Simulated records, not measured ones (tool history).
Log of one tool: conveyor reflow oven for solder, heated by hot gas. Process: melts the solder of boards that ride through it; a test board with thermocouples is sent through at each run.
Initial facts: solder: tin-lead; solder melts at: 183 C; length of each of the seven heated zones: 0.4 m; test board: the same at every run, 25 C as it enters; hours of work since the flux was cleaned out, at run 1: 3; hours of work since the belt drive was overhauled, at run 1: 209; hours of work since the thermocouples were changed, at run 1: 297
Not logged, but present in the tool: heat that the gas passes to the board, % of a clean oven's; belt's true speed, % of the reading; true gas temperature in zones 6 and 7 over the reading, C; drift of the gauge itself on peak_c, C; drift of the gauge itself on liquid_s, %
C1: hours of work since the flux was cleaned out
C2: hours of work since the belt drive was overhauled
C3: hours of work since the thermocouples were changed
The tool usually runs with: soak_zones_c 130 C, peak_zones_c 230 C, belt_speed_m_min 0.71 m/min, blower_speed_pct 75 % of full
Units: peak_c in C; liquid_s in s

{"run": 1, "day": 0.0, "soak_zones_c": 130, "peak_zones_c": 230, "belt_speed_m_min": 0.71, "blower_speed_pct": 75, "C1": 3, "C2": 209, "C3": 297, "peak_c": 218.5, "liquid_s": 50.3}
{"run": 2, "day": 0.55, "soak_zones_c": 130, "peak_zones_c": 230, "belt_speed_m_min": 0.622, "blower_speed_pct": 75, "C1": 13, "C2": 220, "C3": 307, "peak_c": 221.8, "liquid_s": 60.6}
{"run": 3, "day": 1.008, "soak_zones_c": 130, "peak_zones_c": 230, "belt_speed_m_min": 0.71, "blower_speed_pct": 75, "C1": 22, "C2": 228, "C3": 316, "peak_c": 218.4, "liquid_s": 50.4}
{"run": 4, "day": 1.533, "soak_zones_c": 130, "peak_zones_c": 230, "belt_speed_m_min": 0.71, "blower_speed_pct": 78, "C1": 32, "C2": 238, "C3": 326, "peak_c": 218.8, "liquid_s": 50.6}
{"run": 5, "day": 1.888, "soak_zones_c": 130, "peak_zones_c": 230, "belt_speed_m_min": 0.71, "blower_speed_pct": 78, "C1": 39, "C2": 245, "C3": 332, "peak_c": 218.6, "liquid_s": 50.4}
{"day": 2.092, "done": "belt drive overhauled, speed set with a stopwatch"}
{"run": 6, "day": 2.65, "soak_zones_c": 130, "peak_zones_c": 230, "belt_speed_m_min": 0.71, "blower_speed_pct": 78, "C1": 50, "C2": 11, "C3": 344, "peak_c": 218.9, "liquid_s": 50.6}
{"day": 3.258, "done": "belt drive overhauled, speed set with a stopwatch, once more"}
{"run": 7, "day": 3.258, "soak_zones_c": 119, "peak_zones_c": 230, "belt_speed_m_min": 0.71, "blower_speed_pct": 78, "C1": 58, "C2": 0, "C3": 352, "peak_c": 217, "liquid_s": 46.5}
{"run": 8, "day": 3.579, "soak_zones_c": 117, "peak_zones_c": 230, "belt_speed_m_min": 0.71, "blower_speed_pct": 75, "C1": 64, "C2": 6, "C3": 358, "peak_c": 216, "liquid_s": 45.4}
{"run": 9, "day": 4.129, "soak_zones_c": 127, "peak_zones_c": 230, "belt_speed_m_min": 0.76, "blower_speed_pct": 75, "C1": 75, "C2": 16, "C3": 368, "peak_c": 215.4, "liquid_s": 43.8}
{"run": 10, "day": 4.617, "soak_zones_c": 130, "peak_zones_c": 221, "belt_speed_m_min": 0.71, "blower_speed_pct": 82, "C1": 84, "C2": 26, "C3": 378, "peak_c": 210.7, "liquid_s": 45.1}
{"run": 11, "day": 5.212, "soak_zones_c": 130, "peak_zones_c": 221, "belt_speed_m_min": 0.71, "blower_speed_pct": 82, "C1": 95, "C2": 37, "C3": 389, "peak_c": 210.6, "liquid_s": 44.7}
{"run": 12, "day": 5.758, "soak_zones_c": 130, "peak_zones_c": 241, "belt_speed_m_min": 0.726, "blower_speed_pct": 68, "C1": 106, "C2": 47, "C3": 399, "peak_c": 225.4, "liquid_s": 52.7}
{"run": 13, "day": 6.192, "soak_zones_c": 139, "peak_zones_c": 222, "belt_speed_m_min": 0.677, "blower_speed_pct": 85, "C1": 114, "C2": 56, "C3": 408, "peak_c": 214, "liquid_s": 53.1}
{"run": 14, "day": 6.712, "soak_zones_c": 139, "peak_zones_c": 222, "belt_speed_m_min": 0.677, "blower_speed_pct": 85, "C1": 124, "C2": 65, "C3": 417, "peak_c": 214, "liquid_s": 52.9}
{"run": 15, "day": 7.017, "soak_zones_c": 139, "peak_zones_c": 222, "belt_speed_m_min": 0.677, "blower_speed_pct": 85, "C1": 129, "C2": 71, "C3": 423, "peak_c": 214.1, "liquid_s": 53.2}

Below are 4 alternative next runs, each starting from the tool's condition after run 15. Predict each:
{"run": "A", "day": 7.567, "soak_zones_c": 130, "peak_zones_c": 239, "belt_speed_m_min": 0.71, "blower_speed_pct": 77, "C1": 140, "C2": 81, "C3": 433, "peak_c": "?", "liquid_s": "?"}
{"run": "B", "day": 7.567, "soak_zones_c": 144, "peak_zones_c": 227, "belt_speed_m_min": 0.612, "blower_speed_pct": 85, "C1": 140, "C2": 81, "C3": 433, "peak_c": "?", "liquid_s": "?"}
{"run": "C", "day": 7.567, "soak_zones_c": 122, "peak_zones_c": 222, "belt_speed_m_min": 0.726, "blower_speed_pct": 61, "C1": 140, "C2": 81, "C3": 433, "peak_c": "?", "liquid_s": "?"}
{"run": "D", "day": 7.567, "soak_zones_c": 124, "peak_zones_c": 230, "belt_speed_m_min": 0.602, "blower_speed_pct": 75, "C1": 140, "C2": 81, "C3": 433, "peak_c": "?", "liquid_s": "?"}

run=A peak_c=225.6 liquid_s=54.2
run=B peak_c=221 liquid_s=65.8
run=C peak_c=205.6 liquid_s=36
run=D peak_c=221.2 liquid_s=60.5
What these runs would have given with no unlogged condition in the tool:
run=A peak_c=225.8 liquid_s=54.4
run=B peak_c=220.7 liquid_s=65.8
run=C peak_c=205.8 liquid_s=36.5
run=D peak_c=221.1 liquid_s=60.7
